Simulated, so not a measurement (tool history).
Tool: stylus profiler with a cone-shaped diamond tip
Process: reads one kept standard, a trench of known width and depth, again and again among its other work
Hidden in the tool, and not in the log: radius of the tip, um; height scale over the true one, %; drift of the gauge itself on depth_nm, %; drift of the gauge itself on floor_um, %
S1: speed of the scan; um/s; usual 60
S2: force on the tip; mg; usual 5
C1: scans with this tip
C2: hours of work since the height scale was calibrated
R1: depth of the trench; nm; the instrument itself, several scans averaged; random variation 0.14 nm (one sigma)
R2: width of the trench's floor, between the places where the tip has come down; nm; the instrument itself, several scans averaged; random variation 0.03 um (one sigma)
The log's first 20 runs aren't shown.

| run | hour | S1 | S2 | C1 | C2 | R1 | R2 |
|---|---|---|---|---|---|---|---|
| 21 | 436.4 | 56 | 1.83 | 4594 | 588 | 507.47 | 25010 |
| 22 | 456.9 | 56 | 1.83 | 4664 | 597 | 507.72 | 24970 |
| 23 | 484.1 | 20 | 2.42 | 4757 | 609 | 508.62 | 25110 |
| 24 | 503.8 | 37 | 14.56 | 4825 | 617 | 527.48 | 25120 |
| 25 | 518.8 | 60 | 4.17 | 4876 | 624 | 512.52 | 24970 |
| 26 | 551.3 | 18 | 2.19 | 4988 | 638 | 508.39 | 25080 |
| 27 | 571.7 | 60 | 3.55 | 5057 | 647 | 511.32 | 25000 |
| 28 | 588.4 | 60 | 2.82 | 5114 | 655 | 509.68 | 24960 |
| 29 | 606.8 | 60 | 2.82 | 5178 | 663 | 509.7 | 24970 |
| 30 | 620 | 79 | 5.74 | 5223 | 668 | 515.26 | 25000 |
| 31 | 640.5 | 79 | 5.74 | 5293 | 677 | 515.53 | 24980 |
| 32 | 666.1 | 79 | 5.74 | 5381 | 689 | 515.36 | 24910 |

Run 33 comes next. What will it give?
| 33 | 686.7 | 79 | 5.74 | 5451 | 698 | ? | ? |

{"run 33": {"R1": 515.34, "R2": 24940}}
Without the tool's hidden state the same run would have given R1 514.49 nm, R2 25490 nm.

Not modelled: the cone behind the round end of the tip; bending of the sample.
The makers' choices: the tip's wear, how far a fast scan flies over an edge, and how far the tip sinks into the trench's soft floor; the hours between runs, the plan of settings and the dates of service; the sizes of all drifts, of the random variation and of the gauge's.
